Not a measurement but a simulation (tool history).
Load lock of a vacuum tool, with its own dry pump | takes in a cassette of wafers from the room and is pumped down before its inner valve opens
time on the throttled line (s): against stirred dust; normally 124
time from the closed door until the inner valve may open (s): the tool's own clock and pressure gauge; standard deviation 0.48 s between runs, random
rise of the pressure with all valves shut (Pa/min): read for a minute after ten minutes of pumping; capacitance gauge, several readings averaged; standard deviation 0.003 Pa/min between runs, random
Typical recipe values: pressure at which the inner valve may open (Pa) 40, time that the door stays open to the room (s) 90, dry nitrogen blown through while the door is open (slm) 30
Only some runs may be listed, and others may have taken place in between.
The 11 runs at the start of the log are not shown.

| run | hour | time on the throttled line (s) | pressure at which the inner valve may open (Pa) | time that the door stays open to the room (s) | dry nitrogen blown through while the door is open (slm) | incoming humidity of the room's air, % | time from the closed door until the inner valve may open (s) | rise of the pressure with all valves shut (Pa/min) |
|---|---|---|---|---|---|---|---|---|
| 12 | 1554.7 | 124 | 40 | 90 | 30 | 46.4 | 153.8 | 0.019 |
| 13 | 1711 | 124 | 40 | 90 | 30 | 42.8 | 153.8 | 0.013 |
| 14 | 1821.4 | 124 | 40 | 90 | 14 | 46.1 | 153.3 | 0.028 |
| 15 | 1985.9 | 124 | 40 | 90 | 14 | 45 | 153.8 | 0.026 |
| 16 | 2097.8 | 124 | 40 | 46 | 30 | 47 | 153.8 | 0.014 |
| 17 | 2287.6 | 124 | 40 | 46 | 30 | 44.7 | 152.9 | 0.015 |
| 18 | 2394.3 | 124 | 40 | 46 | 30 | 47.8 | 153.6 | 0.016 |
| 19 | 2484.8 | 124 | 40 | 46 | 30 | 45.8 | 153.5 | 0.014 |
| 20 | 2614.4 | 172 | 40 | 222 | 30 | 43 | 197.5 | 0.034 |
| 21 | 2769.1 | 172 | 40 | 222 | 30 | 41.7 | 196.1 | 0.028 |
| 22 | 2886.3 | 106 | 40 | 58 | 30 | 44.3 | 137.7 | 0.018 |
| 23 | 2969.4 | 106 | 40 | 58 | 30 | 46.7 | 136.6 | 0.017 |
| 24 | 3115.4 | 247 | 53 | 58 | 30 | 47.2 | 263.8 | 0.016 |
| 25 | 3251.4 | 232 | 49 | 90 | 19 | 46.4 | 250.4 | 0.028 |
| 26 | 3358.9 | 232 | 49 | 90 | 19 | 42.6 | 249.1 | 0.024 |
| 27 | 3527.7 | 102 | 49 | 197 | 18 | 44.9 | 132.7 | 0.043 |
| 28 | 3620.6 | 102 | 49 | 197 | 18 | 45 | 132.4 | 0.047 |
| 29 | 3781.2 | 102 | 49 | 197 | 18 | 47.5 | 132.8 | 0.042 |
| 30 | 3956.9 | 95 | 34 | 197 | 15 | 46.2 | 128.5 | 0.043 |
| 31 | 4126 | 124 | 40 | 90 | 9 | 44.1 | 154 | 0.036 |
| 32 | 4303.6 | 158 | 42 | 119 | 30 | 46.2 | 184.5 | 0.025 |
| 33 | 4387.8 | 158 | 42 | 119 | 30 | 45.5 | 183.6 | 0.023 |
| 34 | 4494 | 103 | 45 | 113 | 38 | 44.8 | 134.3 | 0.023 |
| 35 | 4677.4 | 227 | 40 | 73 | 14 | 43.7 | 246.8 | 0.026 |
| 36 | 4834.9 | 190 | 40 | 73 | 14 | 44.8 | 213.4 | 0.029 |

Consider 5 possible next runs. They are alternatives, not a sequence: every one starts from the tool as it was left by run 36. What does each give?
| A | 4947.7 | 124 | 40 | 90 | 10 | 47.4 | ? | ? |
| B | 4947.7 | 199 | 40 | 90 | 30 | 42.2 | ? | ? |
| C | 4947.7 | 124 | 36 | 58 | 34 | 45 | ? | ? |
| D | 4947.7 | 209 | 40 | 73 | 5 | 47.3 | ? | ? |
| E | 4947.7 | 124 | 40 | 90 | 5 | 48.3 | ? | ? |

| run | time from the closed door until the inner valve may open (s) | rise of the pressure with all valves shut (Pa/min) |
|---|---|---|
| A | 152.7 | 0.035 |
| B | 221.5 | 0.021 |
| C | 154.3 | 0.013 |
| D | 230.9 | 0.036 |
| E | 153.5 | 0.042 |
What these runs would have given with no unlogged condition in the tool:
| run | time from the closed door until the inner valve may open (s) | rise of the pressure with all valves shut (Pa/min) |
|---|---|---|
| A | 152.6 | 0.034 |
| B | 221.5 | 0.021 |
| C | 154.3 | 0.013 |
| D | 230.9 | 0.036 |
| E | 153.5 | 0.042 |
